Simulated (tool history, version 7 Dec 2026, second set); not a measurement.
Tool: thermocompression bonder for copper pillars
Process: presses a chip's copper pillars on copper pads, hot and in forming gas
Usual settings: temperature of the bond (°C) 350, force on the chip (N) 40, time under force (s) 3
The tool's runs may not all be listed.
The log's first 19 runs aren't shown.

run    hour  temperature of the bond (°C)  force on the chip (N)  time under force (s)  force that shears a chip off (N)
 20  1103.2                           333                     32                     7                              89.7
 21  1175.9                           322                     47                     2                              69.9
 22  1226.7                           322                     47                     2                              69.6
 23  1280.9                           322                     27                     2                              42.5
     1317.0  -- heater calibrated with a thermocouple chip
 24  1359.7                           322                     27                     2                              42.7
 25  1431.9                           322                     27                     2                              42.3
 26  1508.8                           357                     57                     4                             124.2
 27  1589.3                           359                     57                     7                             135.8
     1596.9  -- forming gas filter changed
 28  1629.7                           355                     36                     3                              92.1
 29  1708.4                           355                     36                     3                              91.5
 30  1760.4                           355                     36                     3                              91.3
 31  1816.3                           355                     36                     3                              91.4
 32  1863.7                           355                     36                     3                              91.3
 33  1940.8                           355                     36                     3                              91.1
 34  2020.6                           352                     40                     2                              84.8
     2075.1  -- heater calibrated with a thermocouple chip
 35  2102.4                           352                     40                     2                              84.5
     2178.1  -- forming gas filter changed
 36  2181.8                           352                     40                     2                              85.7
 37  2217.3                           343                     25                     3                              61.2
 38  2285.1                           358                     25                     3                              72.4

4 ways to go on from here, each from the tool as it stands after run 38. What would each give?
  A  2349.2                           350                     57                     3                                 ?
  B  2349.2                           350                     40                     2                                 ?
  C  2349.2                           331                     27                     4                                 ?
  D  2349.2                           350                     40                     3                                 ?

run  force that shears a chip off (N)
  A                             114.6
  B                              82.7
  C                              63.2
  D                              94.2
Without the tool's hidden state the same runs would have given:
run  force that shears a chip off (N)
  A                             114.7
  B                              82.8
  C                              63.3
  D                              94.3

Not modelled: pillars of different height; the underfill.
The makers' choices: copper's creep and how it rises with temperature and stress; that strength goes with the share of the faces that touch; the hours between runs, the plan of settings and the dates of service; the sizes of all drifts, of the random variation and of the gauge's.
